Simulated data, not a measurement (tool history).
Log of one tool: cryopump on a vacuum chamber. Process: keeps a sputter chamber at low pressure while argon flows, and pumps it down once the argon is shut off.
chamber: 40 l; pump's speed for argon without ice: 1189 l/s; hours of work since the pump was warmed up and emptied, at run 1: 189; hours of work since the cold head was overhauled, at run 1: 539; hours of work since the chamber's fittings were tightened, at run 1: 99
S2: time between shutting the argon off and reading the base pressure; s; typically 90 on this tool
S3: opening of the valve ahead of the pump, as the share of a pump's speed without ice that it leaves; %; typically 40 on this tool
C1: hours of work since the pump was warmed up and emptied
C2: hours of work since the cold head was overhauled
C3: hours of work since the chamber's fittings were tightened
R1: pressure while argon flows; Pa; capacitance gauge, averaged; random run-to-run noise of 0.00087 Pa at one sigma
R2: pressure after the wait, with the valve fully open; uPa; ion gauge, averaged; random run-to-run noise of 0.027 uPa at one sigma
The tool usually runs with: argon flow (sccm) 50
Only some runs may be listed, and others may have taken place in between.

Run 1, day 0.000: usual settings; C1 189; C2 539; C3 99. Result: R1 0.1914 Pa, R2 1.33 uPa.
Run 2, day 0.883: usual settings; C1 206; C2 556; C3 117. Result: R1 0.1926 Pa, R2 1.40 uPa.
Run 3, day 1.558: usual settings; C1 219; C2 569; C3 130. Result: R1 0.1940 Pa, R2 1.36 uPa.
Run 4, day 2.604: usual settings but S3 47 %; C1 240; C2 590; C3 150. Result: R1 0.1713 Pa, R2 1.41 uPa.
Run 5, day 3.638: usual settings but S2 137 s, S3 47 %; C1 260; C2 610; C3 171. Result: R1 0.1710 Pa, R2 1.07 uPa.
Run 6, day 4.604: usual settings but S2 137 s, S3 47 %; C1 279; C2 629; C3 190. Result: R1 0.1735 Pa, R2 1.17 uPa.
Run 7, day 5.671: usual settings but argon flow (sccm) 22; C1 300; C2 650; C3 210. Result: R1 0.0888 Pa, R2 1.52 uPa.
At day 6.912: pump warmed up, emptied and cooled again.
Run 8, day 7.033: usual settings but argon flow (sccm) 25; C1 2; C2 673; C3 233. Result: R1 0.0904 Pa, R2 1.36 uPa.
Run 9, day 7.667: usual settings but argon flow (sccm) 25; C1 15; C2 685; C3 245. Result: R1 0.0896 Pa, R2 1.36 uPa.

Estimate the outcome of run 10 from the log above:
Run 10, day 8.312: usual settings but argon flow (sccm) 32, S2 143 s, S3 28 %; C1 27; C2 697; C3 258. Result: R1 ?, R2 ?.

Run 10 came out at R1 0.1641 Pa, R2 0.99 uPa.
Had the tool carried no hidden state, the very same run would have given R1 0.1624 Pa, R2 0.85 uPa.
